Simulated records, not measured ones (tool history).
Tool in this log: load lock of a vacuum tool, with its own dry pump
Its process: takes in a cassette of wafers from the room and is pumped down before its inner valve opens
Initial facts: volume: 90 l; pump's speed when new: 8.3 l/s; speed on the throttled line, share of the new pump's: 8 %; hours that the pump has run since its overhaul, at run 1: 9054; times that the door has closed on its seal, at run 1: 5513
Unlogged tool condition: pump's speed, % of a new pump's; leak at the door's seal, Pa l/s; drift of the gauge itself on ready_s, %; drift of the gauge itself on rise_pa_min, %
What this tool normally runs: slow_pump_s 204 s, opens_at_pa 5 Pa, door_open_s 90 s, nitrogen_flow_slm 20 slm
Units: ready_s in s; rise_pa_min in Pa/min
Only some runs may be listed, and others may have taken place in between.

run      day  slow_pump_s  opens_at_pa  door_open_s  nitrogen_flow_slm  hours that the pump has run since its overhaul  times that the door has closed on its seal  incoming humidity of the room's air, %  ready_s  rise_pa_min
  1    0.000          204            5           90                 20                                            9054                                        5513                                    46.7    306.9        0.081
  2   23.525          204            5           90                 20                                            9618                                        6113                                    45.2    307.3        0.087
  3   36.562          204            5           90                  7                                            9931                                        6446                                    43.2    309.0        0.103
  4   54.650          204            5           90                  7                                           10365                                        6908                                    45.7    312.3        0.113
  5   74.975          122            5           90                 20                                           10853                                        7427                                    42.3    234.0        0.105
  6   89.683          122            5          162                 20                                           11206                                        7802                                    45.5    239.0        0.124
  7  113.533          122            5          162                 20                                           11778                                        8411                                    44.0    237.6        0.128
  8  132.867          122            5          162                 20                                           12242                                        8905                                    46.7    238.3        0.139
  9  151.333          204            5           90                 20                                           12686                                        9376                                    42.5    309.6        0.139
 10  165.042          204            5           90                 20                                           13015                                        9726                                    43.9    315.1        0.138
 11  180.688          204            5           90                 20                                           13390                                       10126                                    41.2    317.8        0.144
 12  204.879          204            5           90                 20                                           13971                                       10743                                    44.7    311.2        0.156
 13  217.488          204            5           90                 20                                           14273                                       11065                                    44.4    315.0        0.167
 14  233.854          204            5           90                 20                                           14666                                       11483                                    44.1    317.3        0.178
 15  253.158          201            5           90                 20                                           15129                                       11976                                    45.6    315.0        0.184
 16  265.446          201            5           90                 20                                           15424                                       12290                                    41.5    313.7        0.189
 17  278.300          204            5           90                 20                                           15733                                       12618                                    42.0    321.7        0.202
 18  301.567          394            8           90                 20                                           16291                                       13212                                    43.9    489.3        0.208
 19  313.396          204            6          133                  6                                           16575                                       13514                                    40.1    314.8        0.230

For run 20, what comes out?
 20  325.700          139            5           90                  9                                           16870                                       13828                                    47.6        ?            ?

Run 20 came out at ready_s 261.3 s, rise_pa_min 0.239 Pa/min.
Without the tool's hidden state the same run would have given ready_s 235.2 s, rise_pa_min 0.047 Pa/min.
